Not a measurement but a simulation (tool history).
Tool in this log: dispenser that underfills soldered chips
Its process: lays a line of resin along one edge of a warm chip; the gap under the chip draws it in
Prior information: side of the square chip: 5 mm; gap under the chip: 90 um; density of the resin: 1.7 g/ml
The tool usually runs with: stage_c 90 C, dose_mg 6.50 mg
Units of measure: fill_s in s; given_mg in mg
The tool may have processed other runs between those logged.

run 1 day=0.000 | stage_c=90 dose_mg=6.50 | fill_s=15.2 given_mg=6.46
run 2 day=0.117 | stage_c=90 dose_mg=6.50 | fill_s=16.5 given_mg=6.43
run 3 day=0.312 | stage_c=90 dose_mg=6.50 | fill_s=20.4 given_mg=6.43
-- day=0.342 new syringe of resin
run 4 day=0.421 | stage_c=89 dose_mg=6.50 | fill_s=10.1 given_mg=6.41
run 5 day=0.546 | stage_c=90 dose_mg=7.41 | fill_s=12.0 given_mg=7.32
run 6 day=0.667 | stage_c=90 dose_mg=7.41 | fill_s=14.8 given_mg=7.32
run 7 day=0.796 | stage_c=90 dose_mg=7.41 | fill_s=17.0 given_mg=7.36
-- day=1.000 new syringe of resin
run 8 day=1.000 | stage_c=90 dose_mg=7.41 | fill_s=8.7 given_mg=7.31
run 9 day=1.158 | stage_c=90 dose_mg=6.37 | fill_s=11.0 given_mg=6.25
run 10 day=1.346 | stage_c=90 dose_mg=6.50 | fill_s=14.6 given_mg=6.36
run 11 day=1.517 | stage_c=90 dose_mg=6.58 | fill_s=18.4 given_mg=6.40
-- day=1.654 new syringe of resin
run 12 day=1.675 | stage_c=90 dose_mg=6.54 | fill_s=9.4 given_mg=6.37
run 13 day=1.871 | stage_c=90 dose_mg=6.50 | fill_s=12.3 given_mg=6.31
run 14 day=1.975 | stage_c=90 dose_mg=6.50 | fill_s=14.3 given_mg=6.28
run 15 day=2.083 | stage_c=90 dose_mg=6.50 | fill_s=16.5 given_mg=6.28
run 16 day=2.200 | stage_c=90 dose_mg=6.50 | fill_s=18.3 given_mg=6.32
-- day=2.308 new syringe of resin
run 17 day=2.317 | stage_c=90 dose_mg=6.50 | fill_s=9.7 given_mg=6.28
run 18 day=2.479 | stage_c=93 dose_mg=6.50 | fill_s=10.4 given_mg=6.26
run 19 day=2.567 | stage_c=96 dose_mg=5.70 | fill_s=10.9 given_mg=5.52
run 20 day=2.654 | stage_c=90 dose_mg=6.14 | fill_s=14.6 given_mg=5.90
run 21 day=2.767 | stage_c=76 dose_mg=7.42 | fill_s=28.7 given_mg=7.12
-- day=2.958 new syringe of resin
run 22 day=2.988 | stage_c=96 dose_mg=5.72 | fill_s=8.3 given_mg=5.52
-- day=3.042 dispensing valve cleaned and set on the balance
run 23 day=3.171 | stage_c=87 dose_mg=7.18 | fill_s=13.2 given_mg=7.17
run 24 day=3.358 | stage_c=87 dose_mg=7.18 | fill_s=16.6 given_mg=7.10
run 25 day=3.542 | stage_c=99 dose_mg=6.97 | fill_s=13.5 given_mg=6.91
-- day=3.650 new syringe of resin
run 26 day=3.754 | stage_c=91 dose_mg=6.89 | fill_s=10.2 given_mg=6.80
run 27 day=3.904 | stage_c=91 dose_mg=6.89 | fill_s=12.1 given_mg=6.80
run 28 day=4.096 | stage_c=87 dose_mg=5.76 | fill_s=18.9 given_mg=5.69
-- day=4.296 new syringe of resin
run 29 day=4.296 | stage_c=93 dose_mg=7.43 | fill_s=8.6 given_mg=7.33
run 30 day=4.458 | stage_c=90 dose_mg=6.22 | fill_s=11.9 given_mg=6.10
run 31 day=4.542 | stage_c=90 dose_mg=7.46 | fill_s=12.4 given_mg=7.27
run 32 day=4.679 | stage_c=90 dose_mg=7.46 | fill_s=15.2 given_mg=7.34
run 33 day=4.771 | stage_c=77 dose_mg=5.70 | fill_s=28.8 given_mg=5.55
run 34 day=4.925 | stage_c=90 dose_mg=6.28 | fill_s=20.3 given_mg=6.14
-- day=4.954 new syringe of resin
run 35 day=5.121 | stage_c=83 dose_mg=7.90 | fill_s=14.4 given_mg=7.63
run 36 day=5.246 | stage_c=83 dose_mg=7.90 | fill_s=17.7 given_mg=7.66

Consider 4 possible next runs. They are alternatives, not a sequence: every one starts from the tool as it was left by run 36. What does each give?
run A day=5.417 | stage_c=83 dose_mg=7.25 | fill_s=? given_mg=?
run B day=5.417 | stage_c=85 dose_mg=6.02 | fill_s=? given_mg=?
run C day=5.417 | stage_c=82 dose_mg=5.63 | fill_s=? given_mg=?
run D day=5.417 | stage_c=79 dose_mg=6.50 | fill_s=? given_mg=?

run=A fill_s=21.6 given_mg=7.06
run=B fill_s=20.2 given_mg=5.80
run=C fill_s=23.3 given_mg=5.46
run=D fill_s=25.3 given_mg=6.36
Take away the tool's hidden state, keep each run's random variation, and the runs would have read:
run=A fill_s=12.1 given_mg=7.28
run=B fill_s=11.3 given_mg=5.99
run=C fill_s=13.0 given_mg=5.63
run=D fill_s=14.1 given_mg=6.56
